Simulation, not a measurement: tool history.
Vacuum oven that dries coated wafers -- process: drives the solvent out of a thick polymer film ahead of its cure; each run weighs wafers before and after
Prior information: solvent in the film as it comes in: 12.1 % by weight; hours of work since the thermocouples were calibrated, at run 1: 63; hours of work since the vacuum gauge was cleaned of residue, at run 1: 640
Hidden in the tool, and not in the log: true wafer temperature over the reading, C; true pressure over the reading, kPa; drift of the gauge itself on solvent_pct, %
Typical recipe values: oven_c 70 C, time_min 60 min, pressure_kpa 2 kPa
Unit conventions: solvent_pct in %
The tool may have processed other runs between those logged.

run	hour	oven_c	time_min	pressure_kpa	hours of work since the thermocouples were calibrated	hours of work since the vacuum gauge was cleaned of residue	solvent_pct
1	0	70	60	2	63	640	2.65
2	21.2	70	60	2	74	651	2.71
3	55.4	70	60	2	91	669	2.62
4	86.3	70	60	2	107	684	2.72
5	106.3	70	60	2	117	695	2.76
6	133.1	70	60	2	131	708	2.68
7	155.7	70	35	2	142	720	4.5
8	190.4	70	35	2	160	738	4.55
9	211	70	35	2	171	748	4.38
10	240.1	70	34	2	186	763	4.64
11	254.3	70	60	2.28	193	770	2.88
12	283.5	70	60	2.28	208	785	2.84
13	314.5	65	60	2.28	224	801	4.37
14	332.5	68	60	2.28	233	810	3.42
15	350.8	70	60	2	242	820	2.72
16	381.1	70	60	2	258	835	2.77
17	404.8	70	60	2	270	847	2.76
18	437.4	70	60	2	287	864	2.87
19	453.2	70	60	2	295	872	2.79
20	468	70	60	2	302	880	2.88
21	486.8	70	60	2	312	889	2.91
22	506.9	70	60	2	322	900	2.89
23	523.9	57	37	2	331	908	7.78
24	558.3	79	88	3.47	349	926	0.92
25	580.3	80	87	1.52	360	937	0.49
26	602.5	80	87	1.52	371	949	0.45
27	625	63	36	2.71	383	960	6.73
28	640.6	63	36	2.71	391	968	6.62
29	656.3	71	60	2	399	976	2.54
30	678.6	71	60	2	410	988	2.63
31	711.7	80	31	1.28	427	1005	2.17
32	728	76	33	5.46	435	1013	3.99
33	762.7	78	33	5.46	453	1031	3.38
34	790.9	57	96	2.93	468	1045	5.75
35	813.6	57	96	4	479	1057	6.18
36	836.9	61	35	5.03	491	1069	7.73
37	861.4	61	35	5.03	504	1081	7.8
38	884	61	35	3.77	515	1093	7.74
39	916.5	74	73	1.04	532	1109	1.27
40	941.3	56	60	2.22	545	1122	7.07
41	961.4	70	77	3.27	555	1133	2.67
42	991.5	71	60	1.32	570	1148	2.49
43	1021.4	71	60	1.32	586	1163	2.6

Forecast each of these 5 alternatives for the next run:
A	1036.4	59	60	1.32	593	1171	?
B	1036.4	85	80	1.84	593	1171	?
C	1036.4	70	60	6.73	593	1171	?
D	1036.4	79	52	1.03	593	1171	?
E	1036.4	71	60	1.32	593	1171	?

run	solvent_pct
A	5.97
B	0.41
C	4.4
D	1.08
E	2.58
Without the tool's unlogged condition, the same runs would have read:
run	solvent_pct
A	5.62
B	0.36
C	4.03
D	0.87
E	2.25

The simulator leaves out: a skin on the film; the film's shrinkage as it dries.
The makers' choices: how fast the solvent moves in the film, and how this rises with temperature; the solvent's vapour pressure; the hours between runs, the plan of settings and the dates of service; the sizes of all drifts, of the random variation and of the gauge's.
